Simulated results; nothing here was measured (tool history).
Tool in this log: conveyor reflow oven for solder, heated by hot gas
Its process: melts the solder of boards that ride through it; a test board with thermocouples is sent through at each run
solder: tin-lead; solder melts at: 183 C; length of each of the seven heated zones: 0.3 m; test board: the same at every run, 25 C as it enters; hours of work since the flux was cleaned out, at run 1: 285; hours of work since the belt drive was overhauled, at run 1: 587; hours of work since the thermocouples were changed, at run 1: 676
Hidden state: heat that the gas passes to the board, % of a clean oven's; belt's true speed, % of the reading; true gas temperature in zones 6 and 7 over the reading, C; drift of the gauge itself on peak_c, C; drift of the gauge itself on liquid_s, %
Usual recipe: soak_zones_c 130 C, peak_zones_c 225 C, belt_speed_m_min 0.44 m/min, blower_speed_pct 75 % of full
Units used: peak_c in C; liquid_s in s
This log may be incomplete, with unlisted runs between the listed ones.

| run | hour | soak_zones_c | peak_zones_c | belt_speed_m_min | blower_speed_pct | hours of work since the flux was cleaned out | hours of work since the belt drive was overhauled | hours of work since the thermocouples were changed | peak_c | liquid_s |
|---|---|---|---|---|---|---|---|---|---|---|
| 1 | 0 | 130 | 225 | 0.44 | 75 | 285 | 587 | 676 | 210.8 | 53.2 |
| 2 | 56.9 | 130 | 225 | 0.44 | 75 | 323 | 626 | 715 | 210.6 | 53 |
| 3 | 103.6 | 130 | 225 | 0.44 | 79 | 355 | 658 | 747 | 211.8 | 54 |
| 4 | 173.1 | 130 | 225 | 0.44 | 79 | 403 | 705 | 794 | 211.6 | 54.5 |
|  | 196.1 | flux residue cleaned out of gas plates and filters |
| 5 | 236 | 130 | 225 | 0.44 | 79 | 27 | 745 | 834 | 213.6 | 55.8 |
| 6 | 279.1 | 130 | 225 | 0.44 | 79 | 57 | 774 | 863 | 213.2 | 56.5 |
| 7 | 336.1 | 130 | 225 | 0.44 | 75 | 96 | 813 | 902 | 212.7 | 55 |
| 8 | 407.8 | 130 | 225 | 0.44 | 75 | 144 | 862 | 951 | 211.9 | 55 |
| 9 | 449.5 | 130 | 225 | 0.44 | 75 | 173 | 890 | 979 | 211.9 | 55.1 |
| 10 | 513.1 | 130 | 238 | 0.44 | 75 | 216 | 934 | 1023 | 223.6 | 63.9 |
| 11 | 609 | 130 | 238 | 0.506 | 75 | 282 | 999 | 1088 | 217.7 | 51.2 |
| 12 | 681.3 | 130 | 238 | 0.506 | 75 | 331 | 1049 | 1137 | 217.2 | 51.8 |
| 13 | 740.3 | 130 | 238 | 0.506 | 75 | 371 | 1089 | 1178 | 217.6 | 51.5 |
|  | 811.8 | flux residue cleaned out of gas plates and filters |
| 14 | 815.3 | 130 | 238 | 0.506 | 75 | 2 | 1136 | 1225 | 220.3 | 53.1 |
| 15 | 881.5 | 130 | 235 | 0.44 | 75 | 48 | 1182 | 1271 | 222.3 | 63.9 |
| 16 | 936.1 | 130 | 235 | 0.44 | 75 | 85 | 1219 | 1308 | 222 | 63.5 |
|  | 1017.1 | thermocouples of zones 6 and 7 changed |
| 17 | 1017.1 | 130 | 229 | 0.476 | 50 | 139 | 1273 | 0 | 201.6 | 36.4 |
| 18 | 1099.3 | 130 | 229 | 0.477 | 50 | 195 | 1329 | 56 | 200.8 | 35.7 |

Run 19 comes next. What will it give?
| 19 | 1188 | 130 | 229 | 0.494 | 83 | 255 | 1389 | 117 | ? | ? |

{"run 19": {"peak_c": 211.3, "liquid_s": 48.6}}
Without the tool's hidden state the same run would have given peak_c 211.6 C, liquid_s 48.2 s.

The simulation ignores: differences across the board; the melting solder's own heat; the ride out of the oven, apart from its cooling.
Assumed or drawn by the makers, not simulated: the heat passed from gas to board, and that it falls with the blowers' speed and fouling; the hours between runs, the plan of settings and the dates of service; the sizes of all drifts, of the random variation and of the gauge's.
